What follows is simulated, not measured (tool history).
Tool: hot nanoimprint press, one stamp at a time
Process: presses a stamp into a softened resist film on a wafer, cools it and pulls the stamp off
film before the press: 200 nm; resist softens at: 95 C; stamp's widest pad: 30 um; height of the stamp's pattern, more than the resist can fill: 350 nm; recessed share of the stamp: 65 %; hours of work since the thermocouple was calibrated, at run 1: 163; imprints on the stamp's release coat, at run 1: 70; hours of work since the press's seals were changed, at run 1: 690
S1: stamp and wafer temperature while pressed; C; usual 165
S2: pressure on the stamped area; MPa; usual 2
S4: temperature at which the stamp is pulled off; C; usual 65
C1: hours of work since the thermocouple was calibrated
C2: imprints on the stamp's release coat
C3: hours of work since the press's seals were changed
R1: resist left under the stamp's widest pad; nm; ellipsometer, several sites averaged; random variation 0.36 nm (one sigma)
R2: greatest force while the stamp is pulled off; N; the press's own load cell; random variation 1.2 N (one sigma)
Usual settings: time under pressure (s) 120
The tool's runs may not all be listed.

run 1 hour=0 | S1=165 S2=2 time_under_pressure_(s)=120 S4=65 | C1=163 C2=70 C3=690 | R1=109.6 R2=124
run 2 hour=56.5 | S1=165 S2=2 time_under_pressure_(s)=120 S4=65 | C1=187 C2=196 C3=715 | R1=109.6 R2=127
run 3 hour=86.7 | S1=165 S2=2.07 time_under_pressure_(s)=120 S4=65 | C1=200 C2=263 C3=728 | R1=108.2 R2=131
run 4 hour=125.5 | S1=155 S2=2 time_under_pressure_(s)=120 S4=65 | C1=217 C2=349 C3=745 | R1=144.6 R2=131
run 5 hour=169.8 | S1=174 S2=2 time_under_pressure_(s)=120 S4=65 | C1=236 C2=448 C3=764 | R1=82.6 R2=138
run 6 hour=194.1 | S1=174 S2=2 time_under_pressure_(s)=120 S4=65 | C1=247 C2=502 C3=775 | R1=82.3 R2=138
-- hour=217.5 stamp cleaned and given a new release coat
run 7 hour=246.6 | S1=165 S2=2 time_under_pressure_(s)=120 S4=65 | C1=267 C2=65 C3=795 | R1=108.6 R2=120
run 8 hour=294.4 | S1=165 S2=2 time_under_pressure_(s)=120 S4=62 | C1=288 C2=171 C3=815 | R1=108.1 R2=136
run 9 hour=333.1 | S1=165 S2=2 time_under_pressure_(s)=120 S4=62 | C1=305 C2=257 C3=832 | R1=108.3 R2=140
run 10 hour=389.5 | S1=165 S2=2 time_under_pressure_(s)=120 S4=71 | C1=329 C2=383 C3=857 | R1=107.4 R2=108
run 11 hour=440.4 | S1=165 S2=2 time_under_pressure_(s)=120 S4=71 | C1=351 C2=496 C3=879 | R1=107.5 R2=112
-- hour=467.1 stamp cleaned and given a new release coat
run 12 hour=488.6 | S1=165 S2=2 time_under_pressure_(s)=120 S4=71 | C1=369 C2=48 C3=897 | R1=106.9 R2=97
run 13 hour=543.8 | S1=165 S2=2 time_under_pressure_(s)=120 S4=71 | C1=393 C2=171 C3=921 | R1=106.8 R2=100
run 14 hour=601.2 | S1=165 S2=2 time_under_pressure_(s)=120 S4=71 | C1=418 C2=299 C3=946 | R1=106.6 R2=103
run 15 hour=636.5 | S1=165 S2=2 time_under_pressure_(s)=120 S4=71 | C1=433 C2=378 C3=961 | R1=106.1 R2=108
run 16 hour=661.6 | S1=165 S2=2 time_under_pressure_(s)=169 S4=59 | C1=444 C2=433 C3=972 | R1=93.4 R2=152
-- hour=717.4 stamp cleaned and given a new release coat
run 17 hour=723.4 | S1=165 S2=1.99 time_under_pressure_(s)=169 S4=68 | C1=468 C2=13 C3=996 | R1=93.6 R2=105
run 18 hour=770.3 | S1=158 S2=1.99 time_under_pressure_(s)=169 S4=61 | C1=489 C2=117 C3=1016 | R1=115.9 R2=133
run 19 hour=796.4 | S1=158 S2=1.99 time_under_pressure_(s)=169 S4=61 | C1=500 C2=175 C3=1028 | R1=116 R2=135
run 20 hour=837.1 | S1=158 S2=1.99 time_under_pressure_(s)=169 S4=61 | C1=518 C2=266 C3=1045 | R1=116 R2=139
-- hour=843.7 plate thermocouple calibrated
run 21 hour=867.5 | S1=158 S2=1.99 time_under_pressure_(s)=169 S4=61 | C1=10 C2=327 C3=1057 | R1=113 R2=140
run 22 hour=920.3 | S1=158 S2=2.99 time_under_pressure_(s)=100 S4=63 | C1=33 C2=445 C3=1080 | R1=117.6 R2=137
run 23 hour=952.1 | S1=171 S2=1.37 time_under_pressure_(s)=133 S4=73 | C1=47 C2=516 C3=1094 | R1=95 R2=97
-- hour=971.5 stamp cleaned and given a new release coat
run 24 hour=1004.8 | S1=171 S2=2.65 time_under_pressure_(s)=183 S4=73 | C1=67 C2=75 C3=1114 | R1=63 R2=85
run 25 hour=1061.7 | S1=177 S2=2.87 time_under_pressure_(s)=183 S4=60 | C1=92 C2=201 C3=1139 | R1=50.1 R2=133
-- hour=1072.3 plate thermocouple calibrated, once more
run 26 hour=1097 | S1=164 S2=2.79 time_under_pressure_(s)=84 S4=68 | C1=11 C2=273 C3=1153 | R1=118.8 R2=121
run 27 hour=1132.3 | S1=169 S2=2.79 time_under_pressure_(s)=83 S4=68 | C1=26 C2=352 C3=1168 | R1=102.4 R2=127
run 28 hour=1158.2 | S1=169 S2=2.79 time_under_pressure_(s)=83 S4=68 | C1=37 C2=410 C3=1179 | R1=102.7 R2=130
run 29 hour=1182.4 | S1=165 S2=1.46 time_under_pressure_(s)=120 S4=62 | C1=48 C2=464 C3=1190 | R1=125.9 R2=152

Some steps in R1 between neighbouring runs. How much of each would the tool show without its hidden state too (settings, what came in, random variation), and how much is left for the hidden state, with any gauge scatter that isn't in both results?
The hidden state here: true temperature over the reading, C; pressure that arrives at the usual setting, %; grip of the stamp's worn release coat, % over a new coat's; drift of the gauge itself on residual_nm, %; drift of the gauge itself on pull_off_n, %.
Run 4 -> 5: S1 155 -> 174. R1 -62 nm: hidden state +0.9, all else -62.9.
Run 20 -> 21: plate thermocouple calibrated. R1 -3 nm: hidden state -3, all else +0.
Run 25 -> 26: S1 177 -> 164, S2 2.87 -> 2.79, time under pressure (s) 183 -> 84, S4 60 -> 68, plate thermocouple calibrated, once more. R1 +68.7 nm: hidden state +7.6, all else +61.1.

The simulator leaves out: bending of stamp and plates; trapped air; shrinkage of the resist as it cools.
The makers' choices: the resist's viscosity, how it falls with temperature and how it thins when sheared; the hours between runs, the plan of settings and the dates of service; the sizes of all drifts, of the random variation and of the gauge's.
